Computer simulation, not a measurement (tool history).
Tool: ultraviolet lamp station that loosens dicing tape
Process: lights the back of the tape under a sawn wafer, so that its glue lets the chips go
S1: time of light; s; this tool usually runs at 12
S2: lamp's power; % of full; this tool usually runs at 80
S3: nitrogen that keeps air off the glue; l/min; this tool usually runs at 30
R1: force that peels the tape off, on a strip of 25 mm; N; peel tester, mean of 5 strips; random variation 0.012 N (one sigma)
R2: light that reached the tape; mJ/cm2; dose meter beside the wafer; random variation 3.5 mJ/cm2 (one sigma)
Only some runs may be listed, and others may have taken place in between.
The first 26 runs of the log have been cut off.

{"run": 27, "hour": 199.2, "S1": 11, "S2": 90, "S3": 59, "R1": 0.46, "R2": 506}
{"run": 28, "hour": 204.2, "S1": 11, "S2": 90, "S3": 59, "R1": 0.489, "R2": 502}
{"hour": 205.8, "done": "window cleaned of glue's vapour"}
{"run": 29, "hour": 210.7, "S1": 11, "S2": 90, "S3": 59, "R1": 0.569, "R2": 465}
{"run": 30, "hour": 220.9, "S1": 18, "S2": 61, "S3": 55, "R1": 0.452, "R2": 515}
{"run": 31, "hour": 232.8, "S1": 18, "S2": 61, "S3": 55, "R1": 0.473, "R2": 517}
{"run": 32, "hour": 243.8, "S1": 18, "S2": 94, "S3": 55, "R1": 0.22, "R2": 775}
{"hour": 248.5, "done": "window cleaned of glue's vapour, once more"}
{"run": 33, "hour": 253.6, "S1": 18, "S2": 94, "S3": 55, "R1": 0.201, "R2": 970}
{"run": 34, "hour": 263.8, "S1": 18, "S2": 61, "S3": 58, "R1": 0.304, "R2": 621}
{"run": 35, "hour": 269.5, "S1": 18, "S2": 67, "S3": 15, "R1": 0.623, "R2": 686}
{"run": 36, "hour": 279.8, "S1": 18, "S2": 67, "S3": 15, "R1": 0.644, "R2": 681}
{"run": 37, "hour": 286.7, "S1": 13, "S2": 89, "S3": 35, "R1": 0.382, "R2": 646}
{"run": 38, "hour": 293.7, "S1": 23, "S2": 89, "S3": 35, "R1": 0.189, "R2": 1141}
{"run": 39, "hour": 298.9, "S1": 23, "S2": 89, "S3": 35, "R1": 0.184, "R2": 1142}
{"run": 40, "hour": 305.0, "S1": 23, "S2": 89, "S3": 35, "R1": 0.188, "R2": 1146}
{"run": 41, "hour": 314.1, "S1": 23, "S2": 88, "S3": 35, "R1": 0.194, "R2": 1121}
{"run": 42, "hour": 324.7, "S1": 23, "S2": 88, "S3": 35, "R1": 0.191, "R2": 1118}
{"run": 43, "hour": 335.1, "S1": 19, "S2": 66, "S3": 18, "R1": 0.538, "R2": 693}

Consider 4 possible next runs. They are alternatives, not a sequence: every one starts from the tool as it was left by run 43. What does each give?
{"run": "A", "hour": 342.0, "S1": 8, "S2": 77, "S3": 52, "R1": "?", "R2": "?"}
{"run": "B", "hour": 342.0, "S1": 14, "S2": 66, "S3": 51, "R1": "?", "R2": "?"}
{"run": "C", "hour": 342.0, "S1": 9, "S2": 61, "S3": 30, "R1": "?", "R2": "?"}
{"run": "D", "hour": 342.0, "S1": 19, "S2": 97, "S3": 15, "R1": "?", "R2": "?"}

run=A R1=1.091 R2=337
run=B R1=0.474 R2=518
run=C R1=1.663 R2=303
run=D R1=0.292 R2=1018
Stripped of hidden state, with their random variation kept, the same runs would have yielded:
run=A R1=0.949 R2=364
run=B R1=0.406 R2=559
run=C R1=1.484 R2=327
run=D R1=0.261 R2=1098
